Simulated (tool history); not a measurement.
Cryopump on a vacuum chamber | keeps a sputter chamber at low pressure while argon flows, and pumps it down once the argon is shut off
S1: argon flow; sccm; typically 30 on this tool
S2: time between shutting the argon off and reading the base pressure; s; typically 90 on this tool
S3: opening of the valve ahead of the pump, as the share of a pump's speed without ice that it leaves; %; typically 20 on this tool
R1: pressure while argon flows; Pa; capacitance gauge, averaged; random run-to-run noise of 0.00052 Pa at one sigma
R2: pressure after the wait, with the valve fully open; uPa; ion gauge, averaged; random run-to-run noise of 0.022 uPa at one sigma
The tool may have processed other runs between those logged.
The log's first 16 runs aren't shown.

run 17 hour=901.8 | S1=30 S2=232 S3=20 | R1=0.1086 R2=1.1
run 18 hour=959.6 | S1=15 S2=69 S3=23 | R1=0.0469 R2=1.63
-- hour=1000.3 pump warmed up, emptied and cooled again
run 19 hour=1004.6 | S1=19 S2=69 S3=23 | R1=0.0558 R2=1.44
run 20 hour=1065.4 | S1=20 S2=95 S3=20 | R1=0.0679 R2=1.32
run 21 hour=1104.1 | S1=20 S2=84 S3=51 | R1=0.0281 R2=1.41
run 22 hour=1155.1 | S1=20 S2=84 S3=51 | R1=0.0273 R2=1.41
run 23 hour=1194.4 | S1=20 S2=205 S3=51 | R1=0.0273 R2=1.13
run 24 hour=1274.1 | S1=20 S2=205 S3=51 | R1=0.0282 R2=1.2
run 25 hour=1332 | S1=20 S2=205 S3=51 | R1=0.0285 R2=1.23
run 26 hour=1394.2 | S1=20 S2=205 S3=51 | R1=0.029 R2=1.26
run 27 hour=1429.1 | S1=29 S2=85 S3=28 | R1=0.0734 R2=1.6
run 28 hour=1468.9 | S1=20 S2=90 S3=20 | R1=0.0708 R2=1.6
run 29 hour=1522.5 | S1=20 S2=90 S3=20 | R1=0.0713 R2=1.65
run 30 hour=1562.7 | S1=20 S2=90 S3=20 | R1=0.071 R2=1.63
run 31 hour=1615.7 | S1=20 S2=75 S3=43 | R1=0.0351 R2=1.77
run 32 hour=1649.3 | S1=15 S2=161 S3=15 | R1=0.0703 R2=1.56
run 33 hour=1692.3 | S1=15 S2=161 S3=15 | R1=0.0709 R2=1.51
run 34 hour=1746.4 | S1=43 S2=161 S3=48 | R1=0.0692 R2=1.61

4 options for the next run, each taken on its own from the tool as it stands now. Forecast them:
run A hour=1814.3 | S1=13 S2=90 S3=20 | R1=? R2=?
run B hour=1814.3 | S1=30 S2=31 S3=20 | R1=? R2=?
run C hour=1814.3 | S1=45 S2=90 S3=27 | R1=? R2=?
run D hour=1814.3 | S1=30 S2=90 S3=32 | R1=? R2=?

run=A R1=0.0469 R2=1.87
run=B R1=0.1095 R2=2.79
run=C R1=0.1228 R2=1.89
run=D R1=0.0705 R2=1.91
Take away the tool's hidden state, keep each run's random variation, and the runs would have read:
run=A R1=0.0442 R2=0.61
run=B R1=0.1035 R2=1.54
run=C R1=0.1138 R2=0.63
run=D R1=0.0644 R2=0.64
